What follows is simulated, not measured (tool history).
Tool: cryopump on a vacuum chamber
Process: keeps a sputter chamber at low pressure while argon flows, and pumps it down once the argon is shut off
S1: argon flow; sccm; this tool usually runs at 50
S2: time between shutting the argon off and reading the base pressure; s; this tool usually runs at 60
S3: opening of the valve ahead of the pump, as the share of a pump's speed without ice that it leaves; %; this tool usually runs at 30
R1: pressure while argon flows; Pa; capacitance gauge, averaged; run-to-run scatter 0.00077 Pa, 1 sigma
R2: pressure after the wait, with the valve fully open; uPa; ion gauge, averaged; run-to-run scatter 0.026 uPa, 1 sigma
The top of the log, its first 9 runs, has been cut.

run	hour	S1	S2	S3	R1	R2
10	121.1	50	65	30	0.1538	1.4
11	129.9	50	65	30	0.1545	1.5
12	145	91	60	30	0.2803	1.58
13	154.8	91	60	30	0.279	1.58
14	172.6	91	60	30	0.282	1.59
15	189.2	91	60	30	0.2833	1.58
16	200.1	91	60	30	0.2806	1.55
17	212.7	50	194	30	0.1554	0.95
18	221.9	33	261	30	0.1021	0.82
19	237.2	21	49	23	0.0844	1.85
20	246.1	21	49	23	0.0842	1.85
21	261.8	96	31	28	0.3208	2.53
22	277.3	96	231	22	0.4022	0.93
23	286.3	96	231	22	0.4019	0.96
24	301.5	96	231	22	0.405	0.96

Forecast run 25:
25	315.1	57	269	22	?	?

Run 25 produced R1 0.2391 Pa, R2 0.9 uPa.
Had the tool carried no hidden state, the very same run would have given R1 0.2288 Pa, R2 0.36 uPa.
